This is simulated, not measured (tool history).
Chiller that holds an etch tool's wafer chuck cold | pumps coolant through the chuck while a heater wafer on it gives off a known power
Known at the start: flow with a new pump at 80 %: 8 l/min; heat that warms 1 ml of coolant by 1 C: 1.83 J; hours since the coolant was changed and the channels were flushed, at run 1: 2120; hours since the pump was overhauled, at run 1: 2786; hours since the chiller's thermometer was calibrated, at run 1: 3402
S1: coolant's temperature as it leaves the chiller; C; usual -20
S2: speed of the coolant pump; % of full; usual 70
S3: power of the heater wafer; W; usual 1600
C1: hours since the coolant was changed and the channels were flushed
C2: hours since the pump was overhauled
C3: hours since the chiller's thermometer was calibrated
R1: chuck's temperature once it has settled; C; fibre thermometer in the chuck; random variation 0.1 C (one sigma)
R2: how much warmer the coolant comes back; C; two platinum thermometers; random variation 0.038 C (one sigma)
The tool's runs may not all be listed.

run 1 hour=0 | S1=-20 S2=70 S3=1600 | C1=2120 C2=2786 C3=3402 | R1=-3.3 R2=8.4
run 2 hour=49.6 | S1=-16 S2=70 S3=1600 | C1=2170 C2=2835 C3=3451 | R1=0.8 R2=8.39
run 3 hour=134.7 | S1=-20 S2=70 S3=1600 | C1=2255 C2=2920 C3=3536 | R1=-3.3 R2=8.38
run 4 hour=190.7 | S1=-20 S2=70 S3=1600 | C1=2311 C2=2976 C3=3592 | R1=-3.2 R2=8.48
-- hour=249.4 chiller's thermometer calibrated
run 5 hour=266.8 | S1=-20 S2=70 S3=1600 | C1=2386 C2=3052 C3=17 | R1=-3.8 R2=8.47
run 6 hour=354 | S1=-20 S2=70 S3=1600 | C1=2473 C2=3139 C3=105 | R1=-3.8 R2=8.47
run 7 hour=399.9 | S1=-20 S2=70 S3=1008 | C1=2519 C2=3185 C3=151 | R1=-9.8 R2=5.35
run 8 hour=480.5 | S1=-20 S2=70 S3=1008 | C1=2600 C2=3265 C3=231 | R1=-9.6 R2=5.4
run 9 hour=535.6 | S1=-20 S2=70 S3=1008 | C1=2655 C2=3320 C3=286 | R1=-9.5 R2=5.31
run 10 hour=628.3 | S1=-20 S2=70 S3=1008 | C1=2748 C2=3413 C3=379 | R1=-9.6 R2=5.4
run 11 hour=700.6 | S1=-20 S2=70 S3=1008 | C1=2820 C2=3485 C3=451 | R1=-9.4 R2=5.47
run 12 hour=763.8 | S1=-20 S2=70 S3=1008 | C1=2883 C2=3549 C3=514 | R1=-9.5 R2=5.4
-- hour=775.6 coolant pump overhauled
run 13 hour=830.2 | S1=-20 S2=70 S3=1592 | C1=2945 C2=55 C3=576 | R1=-2.9 R2=8.96
run 14 hour=870.1 | S1=-20 S2=70 S3=937 | C1=2985 C2=94 C3=616 | R1=-9.9 R2=5.28
run 15 hour=959.4 | S1=-20 S2=70 S3=937 | C1=3074 C2=184 C3=705 | R1=-9.7 R2=5.26
run 16 hour=1039 | S1=-20 S2=70 S3=937 | C1=3153 C2=263 C3=785 | R1=-9.8 R2=5.29
run 17 hour=1076.5 | S1=-19 S2=81 S3=1600 | C1=3191 C2=301 C3=822 | R1=-3.4 R2=7.84
run 18 hour=1137.5 | S1=-14 S2=83 S3=1600 | C1=3252 C2=362 C3=883 | R1=1.4 R2=7.6
run 19 hour=1210.7 | S1=-18 S2=83 S3=1238 | C1=3325 C2=435 C3=956 | R1=-5.9 R2=5.93
-- hour=1233.3 coolant pump overhauled, once more
run 20 hour=1259.1 | S1=-18 S2=83 S3=1238 | C1=3369 C2=26 C3=1000 | R1=-7.2 R2=4.86
run 21 hour=1303.9 | S1=-20 S2=67 S3=2024 | C1=3413 C2=71 C3=1045 | R1=0.3 R2=9.91
run 22 hour=1377.8 | S1=-13 S2=76 S3=973 | C1=3487 C2=144 C3=1118 | R1=-4 R2=4.26
run 23 hour=1465.1 | S1=-15 S2=85 S3=1378 | C1=3575 C2=232 C3=1206 | R1=-3 R2=5.4
run 24 hour=1542.7 | S1=-13 S2=63 S3=1600 | C1=3652 C2=309 C3=1283 | R1=3.7 R2=8.42
run 25 hour=1633.4 | S1=-13 S2=79 S3=2135 | C1=3743 C2=400 C3=1374 | R1=6.6 R2=9
run 26 hour=1706.7 | S1=-13 S2=79 S3=2135 | C1=3816 C2=473 C3=1447 | R1=6.5 R2=9.1
run 27 hour=1782.6 | S1=-20 S2=61 S3=2135 | C1=3892 C2=549 C3=1523 | R1=3.3 R2=11.83
run 28 hour=1840.9 | S1=-20 S2=69 S3=1712 | C1=3950 C2=608 C3=1581 | R1=-2.8 R2=8.36
run 29 hour=1882.8 | S1=-20 S2=96 S3=1600 | C1=3992 C2=649 C3=1623 | R1=-6.9 R2=5.6
run 30 hour=1939.5 | S1=-21 S2=70 S3=1600 | C1=4049 C2=706 C3=1680 | R1=-4.9 R2=7.82
run 31 hour=2018.2 | S1=-20 S2=70 S3=1837 | C1=4128 C2=785 C3=1759 | R1=-1.5 R2=8.86
run 32 hour=2065.9 | S1=-20 S2=70 S3=1837 | C1=4175 C2=833 C3=1807 | R1=-1.4 R2=8.88

Forecast each of these 3 alternatives for the next run:
run A hour=2118.8 | S1=-19 S2=69 S3=1427 | C1=4228 C2=886 C3=1859 | R1=? R2=?
run B hour=2118.8 | S1=-30 S2=88 S3=836 | C1=4228 C2=886 C3=1859 | R1=? R2=?
run C hour=2118.8 | S1=-16 S2=70 S3=1600 | C1=4228 C2=886 C3=1859 | R1=? R2=?

run=A R1=-4.5 R2=7.02
run=B R1=-22.5 R2=3.27
run=C R1=0.2 R2=7.73
Without the tool's hidden state the same runs would have given:
run=A R1=-6.2 R2=6.78
run=B R1=-23.6 R2=3.16
run=C R1=-1.7 R2=7.46

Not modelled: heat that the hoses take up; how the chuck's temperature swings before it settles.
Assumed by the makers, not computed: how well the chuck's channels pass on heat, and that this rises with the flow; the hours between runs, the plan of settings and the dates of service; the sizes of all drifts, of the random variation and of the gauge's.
